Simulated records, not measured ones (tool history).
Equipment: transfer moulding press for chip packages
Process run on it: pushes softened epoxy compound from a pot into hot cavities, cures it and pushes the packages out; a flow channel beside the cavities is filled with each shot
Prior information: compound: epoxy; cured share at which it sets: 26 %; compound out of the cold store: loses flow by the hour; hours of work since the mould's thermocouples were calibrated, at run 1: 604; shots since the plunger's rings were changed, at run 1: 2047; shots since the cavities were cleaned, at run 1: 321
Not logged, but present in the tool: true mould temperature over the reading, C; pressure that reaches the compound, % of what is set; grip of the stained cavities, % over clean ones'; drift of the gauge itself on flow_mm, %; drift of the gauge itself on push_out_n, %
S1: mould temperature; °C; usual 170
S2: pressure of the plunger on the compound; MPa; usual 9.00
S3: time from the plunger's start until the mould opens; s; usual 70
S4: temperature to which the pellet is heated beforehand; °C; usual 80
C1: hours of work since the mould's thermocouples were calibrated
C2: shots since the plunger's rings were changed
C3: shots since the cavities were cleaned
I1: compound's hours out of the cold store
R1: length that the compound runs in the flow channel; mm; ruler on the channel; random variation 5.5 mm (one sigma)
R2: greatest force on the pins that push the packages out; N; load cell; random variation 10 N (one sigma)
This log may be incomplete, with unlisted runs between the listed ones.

run,day,S1,S2,S3,S4,C1,C2,C3,I1,R1,R2
1,0.000,170,9.00,70,80,604,2047,321,33.6,526,669
2,1.388,170,9.00,70,80,621,2401,675,8.8,623,881
# day 2.721: cavities cleaned with cleaning compound and waxed
3,2.858,170,9.00,70,87,638,2760,35,30.1,543,527
4,3.638,170,9.00,70,80,648,2960,235,31.1,523,664
5,5.312,170,9.00,70,80,668,3387,662,8.1,615,856
6,6.388,170,9.00,70,80,681,3663,938,12.3,593,942
# day 6.688: cavities cleaned with cleaning compound and waxed
7,7.817,176,9.00,70,80,698,4011,288,42.0,474,627
8,9.479,170,9.00,70,72,718,4435,712,9.4,600,900
9,10.425,170,9.00,70,72,729,4678,955,20.7,552,915
# day 10.596: mould's thermocouples calibrated
# day 10.758: cavities cleaned with cleaning compound and waxed
10,11.908,170,9.00,70,72,15,5019,294,17.5,556,754
# day 13.375: plunger's sealing rings changed
11,13.475,170,9.00,70,72,33,25,667,11.4,640,870
12,14.292,163,6.87,70,87,43,234,876,26.0,506,1284
# day 14.846: cavities cleaned with cleaning compound and waxed
13,15.050,176,7.75,82,85,51,411,52,44.5,460,462
14,15.996,176,7.75,82,85,63,653,294,44.0,465,593
# day 17.479: mould's thermocouples calibrated, once more
15,17.479,170,7.44,110,80,0,1011,652,34.5,483,719
# day 18.917: cavities cleaned with cleaning compound and waxed
16,18.983,167,9.00,70,84,17,1379,17,46.0,497,552
17,20.362,167,9.00,70,84,34,1731,369,13.0,605,917
18,21.079,178,9.00,98,86,43,1915,553,40.1,504,693
19,22.425,172,9.00,68,80,59,2258,896,19.8,570,883

Here are 4 independent what-if runs from the current tool condition. What would each one return?
# day 22.962: cavities cleaned with cleaning compound and waxed
A,23.325,170,7.13,70,80,69,2472,93,17.6,?,?
# day 22.962: cavities cleaned with cleaning compound and waxed
B,23.325,171,9.00,63,89,69,2472,93,37.9,?,?
# day 22.962: cavities cleaned with cleaning compound and waxed
C,23.325,177,9.19,68,74,69,2472,93,20.2,?,?
# day 22.962: cavities cleaned with cleaning compound and waxed
D,23.325,177,7.93,91,80,69,2472,93,12.1,?,?

run,R1,R2
A,520,631
B,507,627
C,573,519
D,555,492
With the hidden condition removed and each run's random variation left untouched, the same runs would have given:
run,R1,R2
A,540,511
B,526,507
C,596,421
D,577,399
